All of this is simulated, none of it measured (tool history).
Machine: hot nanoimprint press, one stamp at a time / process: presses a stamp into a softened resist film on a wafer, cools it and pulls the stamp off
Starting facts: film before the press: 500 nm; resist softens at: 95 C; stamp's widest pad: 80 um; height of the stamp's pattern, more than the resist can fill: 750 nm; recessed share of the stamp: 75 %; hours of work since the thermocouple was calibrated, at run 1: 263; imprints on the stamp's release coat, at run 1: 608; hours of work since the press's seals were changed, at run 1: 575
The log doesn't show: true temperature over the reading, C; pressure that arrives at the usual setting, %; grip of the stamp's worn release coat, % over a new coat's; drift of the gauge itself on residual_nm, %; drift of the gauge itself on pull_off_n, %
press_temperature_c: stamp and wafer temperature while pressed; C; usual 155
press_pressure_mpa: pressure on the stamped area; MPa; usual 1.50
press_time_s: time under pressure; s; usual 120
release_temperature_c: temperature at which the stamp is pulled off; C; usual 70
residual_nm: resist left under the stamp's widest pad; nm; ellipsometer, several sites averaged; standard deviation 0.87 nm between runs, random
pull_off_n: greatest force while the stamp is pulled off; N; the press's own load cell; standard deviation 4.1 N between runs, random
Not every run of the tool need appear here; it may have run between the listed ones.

run,hour,press_temperature_c,press_pressure_mpa,press_time_s,release_temperature_c,hours of work since the thermocouple was calibrated,imprints on the stamp's release coat,hours of work since the press's seals were changed,residual_nm,pull_off_n
1,0.0,155,1.50,120,70,263,608,575,293.0,225
2,33.7,155,1.50,120,70,277,715,588,293.2,221
3,64.7,155,1.50,120,70,289,813,601,290.8,225
4,101.9,155,1.92,120,70,304,931,615,258.9,242
# hour 143.7: stamp cleaned and given a new release coat
5,143.9,155,1.92,120,70,319,1,630,258.5,199
6,159.6,155,1.79,120,70,325,51,636,268.1,192
7,182.4,160,1.79,120,70,334,123,645,216.3,199
8,217.7,160,1.79,120,70,348,235,659,215.8,209
9,236.9,160,1.79,120,70,356,296,667,215.5,209
10,259.0,160,1.79,120,70,365,366,676,215.3,218
11,296.8,155,1.50,120,70,380,486,691,289.5,215
12,318.7,155,1.50,120,70,388,555,700,289.8,217
13,338.0,155,1.50,120,70,396,616,707,288.6,227
# hour 346.2: plate thermocouple calibrated
14,376.0,155,1.50,219,70,12,728,721,239.4,222
15,412.7,155,1.50,104,70,27,844,736,300.0,229
# hour 443.5: plate thermocouple calibrated, once more
16,447.8,146,1.71,104,70,2,946,749,399.0,244
# hour 484.9: stamp cleaned and given a new release coat
17,490.9,146,1.71,104,70,17,19,764,398.8,200
18,514.5,146,1.16,104,60,26,94,773,433.7,228
19,536.8,146,1.16,104,69,35,165,782,435.9,203
20,557.4,155,1.50,120,68,43,230,790,297.9,216
21,589.8,143,1.50,213,70,56,333,803,394.9,211
22,612.8,159,1.50,120,67,65,406,813,253.7,224
23,645.9,159,1.50,120,70,79,511,826,253.7,219
24,669.4,157,1.81,120,64,88,585,835,250.8,235
25,691.3,157,1.81,120,64,97,655,844,250.8,253
26,712.6,155,1.91,232,72,105,722,853,215.3,224
27,732.1,155,1.50,120,76,113,784,860,298.7,213
28,763.2,155,1.50,120,76,125,883,873,297.7,215
29,796.0,156,1.50,116,58,139,987,886,288.9,272
# hour 820.8: stamp cleaned and given a new release coat
30,834.8,156,1.50,116,58,152,45,899,288.1,233

Alternative continuations, all from the tool just after run 30; predict every row:
A,861.2,155,1.50,164,64,162,129,910,?,?
B,861.2,156,1.50,116,58,162,129,910,?,?
C,861.2,155,1.50,128,70,162,129,910,?,?

run,residual_nm,pull_off_n
A,270.5,219
B,288.0,230
C,290.8,197
Had the tool no hidden state, the same runs would have come out as:
run,residual_nm,pull_off_n
A,269.9,215
B,287.3,226
C,290.2,194
